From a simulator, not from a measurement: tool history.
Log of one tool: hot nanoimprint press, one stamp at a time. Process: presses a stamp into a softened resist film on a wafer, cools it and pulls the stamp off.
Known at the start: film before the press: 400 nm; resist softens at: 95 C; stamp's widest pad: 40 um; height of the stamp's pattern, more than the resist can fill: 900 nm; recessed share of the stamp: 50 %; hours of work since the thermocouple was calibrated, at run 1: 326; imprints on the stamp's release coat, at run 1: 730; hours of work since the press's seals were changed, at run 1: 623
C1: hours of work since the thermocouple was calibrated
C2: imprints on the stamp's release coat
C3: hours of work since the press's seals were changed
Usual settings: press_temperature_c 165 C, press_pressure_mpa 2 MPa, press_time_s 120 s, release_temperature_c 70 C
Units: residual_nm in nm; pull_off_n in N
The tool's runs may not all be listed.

{"run": 1, "hour": 0.0, "press_temperature_c": 165, "press_pressure_mpa": 2, "press_time_s": 120, "release_temperature_c": 70, "C1": 326, "C2": 730, "C3": 623, "residual_nm": 207.3, "pull_off_n": 248}
{"run": 2, "hour": 80.6, "press_temperature_c": 165, "press_pressure_mpa": 1.95, "press_time_s": 120, "release_temperature_c": 70, "C1": 369, "C2": 1037, "C3": 666, "residual_nm": 208.8, "pull_off_n": 257}
{"run": 3, "hour": 118.7, "press_temperature_c": 165, "press_pressure_mpa": 1.95, "press_time_s": 120, "release_temperature_c": 70, "C1": 389, "C2": 1182, "C3": 686, "residual_nm": 209.7, "pull_off_n": 255}
{"run": 4, "hour": 172.1, "press_temperature_c": 163, "press_pressure_mpa": 2, "press_time_s": 120, "release_temperature_c": 70, "C1": 417, "C2": 1386, "C3": 715, "residual_nm": 223.8, "pull_off_n": 265}
{"run": 5, "hour": 257.9, "press_temperature_c": 163, "press_pressure_mpa": 2, "press_time_s": 120, "release_temperature_c": 70, "C1": 463, "C2": 1714, "C3": 760, "residual_nm": 219.2, "pull_off_n": 282}
{"hour": 273.5, "done": "stamp cleaned and given a new release coat"}
{"run": 6, "hour": 321.1, "press_temperature_c": 165, "press_pressure_mpa": 2, "press_time_s": 178, "release_temperature_c": 70, "C1": 493, "C2": 182, "C3": 791, "residual_nm": 174.4, "pull_off_n": 222}
{"run": 7, "hour": 360.4, "press_temperature_c": 165, "press_pressure_mpa": 2, "press_time_s": 178, "release_temperature_c": 70, "C1": 514, "C2": 332, "C3": 812, "residual_nm": 174.2, "pull_off_n": 231}
{"hour": 381.7, "done": "plate thermocouple calibrated"}
{"run": 8, "hour": 410.2, "press_temperature_c": 165, "press_pressure_mpa": 2, "press_time_s": 178, "release_temperature_c": 70, "C1": 15, "C2": 510, "C3": 836, "residual_nm": 189.9, "pull_off_n": 244}
{"run": 9, "hour": 464.4, "press_temperature_c": 165, "press_pressure_mpa": 2, "press_time_s": 178, "release_temperature_c": 70, "C1": 44, "C2": 717, "C3": 865, "residual_nm": 187.1, "pull_off_n": 249}
{"run": 10, "hour": 519.8, "press_temperature_c": 165, "press_pressure_mpa": 2, "press_time_s": 120, "release_temperature_c": 70, "C1": 73, "C2": 928, "C3": 895, "residual_nm": 215.8, "pull_off_n": 258}
{"run": 11, "hour": 591.5, "press_temperature_c": 165, "press_pressure_mpa": 2, "press_time_s": 120, "release_temperature_c": 70, "C1": 111, "C2": 1202, "C3": 933, "residual_nm": 216.5, "pull_off_n": 263}
{"run": 12, "hour": 670.6, "press_temperature_c": 165, "press_pressure_mpa": 2, "press_time_s": 120, "release_temperature_c": 70, "C1": 153, "C2": 1504, "C3": 975, "residual_nm": 213.4, "pull_off_n": 272}
{"run": 13, "hour": 718.5, "press_temperature_c": 165, "press_pressure_mpa": 2, "press_time_s": 120, "release_temperature_c": 70, "C1": 179, "C2": 1686, "C3": 1000, "residual_nm": 210.1, "pull_off_n": 294}
{"hour": 740.1, "done": "stamp cleaned and given a new release coat"}
{"run": 14, "hour": 769.2, "press_temperature_c": 165, "press_pressure_mpa": 2, "press_time_s": 120, "release_temperature_c": 70, "C1": 202, "C2": 111, "C3": 1024, "residual_nm": 210.6, "pull_off_n": 220}
{"run": 15, "hour": 829.4, "press_temperature_c": 165, "press_pressure_mpa": 2, "press_time_s": 120, "release_temperature_c": 70, "C1": 234, "C2": 341, "C3": 1056, "residual_nm": 210.7, "pull_off_n": 239}
{"run": 16, "hour": 893.1, "press_temperature_c": 165, "press_pressure_mpa": 2.51, "press_time_s": 68, "release_temperature_c": 65, "C1": 268, "C2": 584, "C3": 1090, "residual_nm": 233.3, "pull_off_n": 257}
{"run": 17, "hour": 978.5, "press_temperature_c": 161, "press_pressure_mpa": 2.69, "press_time_s": 102, "release_temperature_c": 65, "C1": 314, "C2": 909, "C3": 1135, "residual_nm": 233.4, "pull_off_n": 281}
{"run": 18, "hour": 1051.0, "press_temperature_c": 168, "press_pressure_mpa": 2, "press_time_s": 139, "release_temperature_c": 77, "C1": 352, "C2": 1186, "C3": 1173, "residual_nm": 175.1, "pull_off_n": 223}
{"run": 19, "hour": 1125.2, "press_temperature_c": 168, "press_pressure_mpa": 2, "press_time_s": 139, "release_temperature_c": 77, "C1": 391, "C2": 1469, "C3": 1213, "residual_nm": 171.6, "pull_off_n": 234}
{"run": 20, "hour": 1171.0, "press_temperature_c": 168, "press_pressure_mpa": 2, "press_time_s": 139, "release_temperature_c": 77, "C1": 416, "C2": 1644, "C3": 1237, "residual_nm": 171.3, "pull_off_n": 242}
{"hour": 1206.8, "done": "stamp cleaned and given a new release coat"}
{"run": 21, "hour": 1255.4, "press_temperature_c": 169, "press_pressure_mpa": 2.74, "press_time_s": 225, "release_temperature_c": 77, "C1": 457, "C2": 185, "C3": 1279, "residual_nm": 116.7, "pull_off_n": 187}
{"hour": 1336.5, "done": "press's hydraulic seals changed and the load cell set to zero"}
{"run": 22, "hour": 1340.1, "press_temperature_c": 175, "press_pressure_mpa": 1.52, "press_time_s": 225, "release_temperature_c": 77, "C1": 498, "C2": 478, "C3": 2, "residual_nm": 113.3, "pull_off_n": 197}
{"hour": 1397.8, "done": "plate thermocouple calibrated"}
{"run": 23, "hour": 1430.5, "press_temperature_c": 174, "press_pressure_mpa": 1.67, "press_time_s": 193, "release_temperature_c": 62, "C1": 17, "C2": 811, "C3": 48, "residual_nm": 131.7, "pull_off_n": 286}
{"run": 24, "hour": 1490.8, "press_temperature_c": 160, "press_pressure_mpa": 1.79, "press_time_s": 143, "release_temperature_c": 73, "C1": 49, "C2": 1041, "C3": 80, "residual_nm": 249.1, "pull_off_n": 248}
{"run": 25, "hour": 1535.3, "press_temperature_c": 165, "press_pressure_mpa": 2.88, "press_time_s": 71, "release_temperature_c": 70, "C1": 73, "C2": 1211, "C3": 104, "residual_nm": 224.4, "pull_off_n": 264}
{"run": 26, "hour": 1614.6, "press_temperature_c": 165, "press_pressure_mpa": 1.63, "press_time_s": 98, "release_temperature_c": 68, "C1": 115, "C2": 1513, "C3": 146, "residual_nm": 240.2, "pull_off_n": 282}
{"run": 27, "hour": 1652.7, "press_temperature_c": 165, "press_pressure_mpa": 1.63, "press_time_s": 98, "release_temperature_c": 68, "C1": 135, "C2": 1659, "C3": 166, "residual_nm": 240.9, "pull_off_n": 294}
{"hour": 1687.8, "done": "stamp cleaned and given a new release coat"}
{"run": 28, "hour": 1749.5, "press_temperature_c": 165, "press_pressure_mpa": 1.63, "press_time_s": 98, "release_temperature_c": 68, "C1": 183, "C2": 235, "C3": 214, "residual_nm": 236.3, "pull_off_n": 240}
{"run": 29, "hour": 1797.2, "press_temperature_c": 159, "press_pressure_mpa": 2, "press_time_s": 120, "release_temperature_c": 66, "C1": 209, "C2": 417, "C3": 240, "residual_nm": 256.9, "pull_off_n": 256}

3 ways to go on from here, each from the tool as it stands after run 29. What would each give?
{"run": "A", "hour": 1885.8, "press_temperature_c": 159, "press_pressure_mpa": 2.49, "press_time_s": 63, "release_temperature_c": 68, "C1": 256, "C2": 755, "C3": 287, "residual_nm": "?", "pull_off_n": "?"}
{"run": "B", "hour": 1885.8, "press_temperature_c": 159, "press_pressure_mpa": 2, "press_time_s": 211, "release_temperature_c": 66, "C1": 256, "C2": 755, "C3": 287, "residual_nm": "?", "pull_off_n": "?"}
{"run": "C", "hour": 1885.8, "press_temperature_c": 165, "press_pressure_mpa": 3.13, "press_time_s": 199, "release_temperature_c": 70, "C1": 256, "C2": 755, "C3": 287, "residual_nm": "?", "pull_off_n": "?"}

run=A residual_nm=285.6 pull_off_n=250
run=B residual_nm=216.6 pull_off_n=269
run=C residual_nm=141.5 pull_off_n=245
Without the tool's hidden state the same runs would have given:
run=A residual_nm=294.6 pull_off_n=228
run=B residual_nm=226.9 pull_off_n=244
run=C residual_nm=148.5 pull_off_n=224
